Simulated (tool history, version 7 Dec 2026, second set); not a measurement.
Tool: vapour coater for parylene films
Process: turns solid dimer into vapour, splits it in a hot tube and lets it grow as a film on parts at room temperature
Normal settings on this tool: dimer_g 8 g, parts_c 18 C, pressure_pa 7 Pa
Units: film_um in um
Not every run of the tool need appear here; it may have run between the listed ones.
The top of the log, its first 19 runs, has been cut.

{"run": 20, "hour": 1080.6, "dimer_g": 8, "parts_c": 15, "pressure_pa": 3.35, "film_um": 6.28}
{"run": 21, "hour": 1122.0, "dimer_g": 5, "parts_c": 18, "pressure_pa": 7, "film_um": 2.8}
{"run": 22, "hour": 1189.7, "dimer_g": 5, "parts_c": 18, "pressure_pa": 7, "film_um": 2.83}
{"run": 23, "hour": 1264.4, "dimer_g": 4, "parts_c": 14, "pressure_pa": 7.23, "film_um": 2.63}
{"run": 24, "hour": 1336.0, "dimer_g": 3, "parts_c": 22, "pressure_pa": 11.59, "film_um": 1.22}
{"run": 25, "hour": 1412.4, "dimer_g": 10, "parts_c": 23, "pressure_pa": 2.6, "film_um": 5.38}
{"run": 26, "hour": 1462.9, "dimer_g": 12, "parts_c": 23, "pressure_pa": 7.73, "film_um": 5.03}
{"run": 27, "hour": 1512.7, "dimer_g": 3, "parts_c": 23, "pressure_pa": 2.57, "film_um": 1.55}
{"run": 28, "hour": 1555.2, "dimer_g": 10, "parts_c": 11, "pressure_pa": 3.52, "film_um": 8.47}
{"hour": 1595.0, "done": "trap's valve overhauled"}
{"run": 29, "hour": 1633.3, "dimer_g": 10, "parts_c": 10, "pressure_pa": 2.21, "film_um": 11.03}
{"run": 30, "hour": 1669.6, "dimer_g": 5, "parts_c": 18, "pressure_pa": 4.28, "film_um": 3.35}
{"run": 31, "hour": 1714.8, "dimer_g": 4, "parts_c": 15, "pressure_pa": 4.26, "film_um": 3.02}
{"run": 32, "hour": 1751.4, "dimer_g": 4, "parts_c": 11, "pressure_pa": 4.26, "film_um": 3.78}
{"run": 33, "hour": 1806.7, "dimer_g": 13, "parts_c": 18, "pressure_pa": 2.36, "film_um": 9.76}
{"run": 34, "hour": 1877.6, "dimer_g": 13, "parts_c": 18, "pressure_pa": 2.36, "film_um": 9.64}
{"run": 35, "hour": 1928.2, "dimer_g": 4, "parts_c": 10, "pressure_pa": 3.49, "film_um": 3.9}
{"run": 36, "hour": 1998.7, "dimer_g": 6, "parts_c": 28, "pressure_pa": 3.49, "film_um": 2.43}

Predict each of these 3 candidate next runs independently; none follows another, all start after run 36:
{"run": "A", "hour": 2047.0, "dimer_g": 6, "parts_c": 15, "pressure_pa": 3.49, "film_um": "?"}
{"run": "B", "hour": 2047.0, "dimer_g": 12, "parts_c": 19, "pressure_pa": 3.82, "film_um": "?"}
{"run": "C", "hour": 2047.0, "dimer_g": 3, "parts_c": 15, "pressure_pa": 3.49, "film_um": "?"}

run=A film_um=4.53
run=B film_um=7.21
run=C film_um=2.25
Stripped of hidden state, with their random variation kept, the same runs would have yielded:
run=A film_um=4.77
run=B film_um=7.59
run=C film_um=2.37
